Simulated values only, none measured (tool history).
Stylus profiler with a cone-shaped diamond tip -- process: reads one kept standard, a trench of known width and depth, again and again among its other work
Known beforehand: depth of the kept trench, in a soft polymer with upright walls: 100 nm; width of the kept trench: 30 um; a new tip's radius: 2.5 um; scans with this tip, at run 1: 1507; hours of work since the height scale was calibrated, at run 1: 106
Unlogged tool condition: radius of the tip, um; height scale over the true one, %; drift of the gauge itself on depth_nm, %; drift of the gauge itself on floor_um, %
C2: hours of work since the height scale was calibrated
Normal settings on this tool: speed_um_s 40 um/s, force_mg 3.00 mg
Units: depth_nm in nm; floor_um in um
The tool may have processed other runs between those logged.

Run 1, day 0.000: usual settings; scans with this tip 1507; C2 106. Result: depth_nm 101.10 nm, floor_um 28.45 um.
Run 2, day 2.629: usual settings but force_mg 1.16 mg; scans with this tip 2220; C2 156. Result: depth_nm 100.59 nm, floor_um 28.35 um.
Run 3, day 5.642: usual settings but force_mg 1.16 mg; scans with this tip 3037; C2 213. Result: depth_nm 100.60 nm, floor_um 28.40 um.
Run 4, day 7.450: usual settings but force_mg 1.16 mg; scans with this tip 3527; C2 248. Result: depth_nm 100.58 nm, floor_um 28.39 um.
Run 5, day 10.888: usual settings but force_mg 1.16 mg; scans with this tip 4460; C2 313. Result: depth_nm 100.52 nm, floor_um 28.39 um.
Run 6, day 13.804: usual settings; scans with this tip 5250; C2 369. Result: depth_nm 101.09 nm, floor_um 28.43 um.
Run 7, day 15.888: usual settings but force_mg 2.40 mg; scans with this tip 5815; C2 408. Result: depth_nm 101.05 nm, floor_um 28.47 um.
Run 8, day 19.042: usual settings but force_mg 5.35 mg; scans with this tip 6670; C2 468. Result: depth_nm 101.63 nm, floor_um 28.50 um.
Run 9, day 20.712: usual settings but force_mg 5.35 mg; scans with this tip 7123; C2 500. Result: depth_nm 101.48 nm, floor_um 28.45 um.
Run 10, day 22.333: usual settings but force_mg 5.35 mg; scans with this tip 7562; C2 531. Result: depth_nm 101.56 nm, floor_um 28.50 um.
Run 11, day 24.667: usual settings but force_mg 5.35 mg; scans with this tip 8195; C2 575. Result: depth_nm 101.60 nm, floor_um 28.47 um.
Run 12, day 27.717: usual settings but force_mg 5.35 mg; scans with this tip 9022; C2 634. Result: depth_nm 101.69 nm, floor_um 28.42 um.
Run 13, day 30.738: usual settings but speed_um_s 10 um/s, force_mg 5.82 mg; scans with this tip 9841; C2 691. Result: depth_nm 101.66 nm, floor_um 28.58 um.
At day 32.117: new tip fitted, height scale calibrated.
Run 14, day 32.767: usual settings but speed_um_s 53 um/s, force_mg 1.00 mg; scans with this tip 177; C2 12. Result: depth_nm 100.45 nm, floor_um 28.30 um.
Run 15, day 34.242: usual settings but speed_um_s 25 um/s, force_mg 2.89 mg; scans with this tip 576; C2 40. Result: depth_nm 101.15 nm, floor_um 28.55 um.
Run 16, day 37.496: usual settings but speed_um_s 25 um/s, force_mg 2.89 mg; scans with this tip 1459; C2 102. Result: depth_nm 101.01 nm, floor_um 28.50 um.
Run 17, day 40.054: usual settings but speed_um_s 19 um/s, force_mg 1.10 mg; scans with this tip 2152; C2 151. Result: depth_nm 100.54 nm, floor_um 28.48 um.
Run 18, day 43.012: usual settings but speed_um_s 80 um/s, force_mg 1.64 mg; scans with this tip 2955; C2 208. Result: depth_nm 100.57 nm, floor_um 28.23 um.
Run 19, day 44.788: usual settings but force_mg 1.44 mg; scans with this tip 3437; C2 241. Result: depth_nm 100.65 nm, floor_um 28.45 um.
Run 20, day 47.617: usual settings but force_mg 1.44 mg; scans with this tip 4203; C2 295. Result: depth_nm 100.72 nm, floor_um 28.37 um.

Predict each of these 3 candidate next runs independently; none follows another, all start after run 20:
Run A, day 49.954: usual settings but speed_um_s 34 um/s, force_mg 4.06 mg; scans with this tip 4837; C2 340. Result: depth_nm ?, floor_um ?.
Run B, day 49.954: usual settings but speed_um_s 18 um/s, force_mg 1.93 mg; scans with this tip 4837; C2 340. Result: depth_nm ?, floor_um ?.
Run C, day 49.954: usual settings but force_mg 1.49 mg; scans with this tip 4837; C2 340. Result: depth_nm ?, floor_um ?.

run  depth_nm  floor_um
  A    101.26     28.48
  B    100.80     28.55
  C    100.70     28.39
The same runs, with their run-to-run variation unchanged, on a tool lacking any hidden condition would have given:
run  depth_nm  floor_um
  A    101.26     28.49
  B    100.80     28.57
  C    100.71     28.40
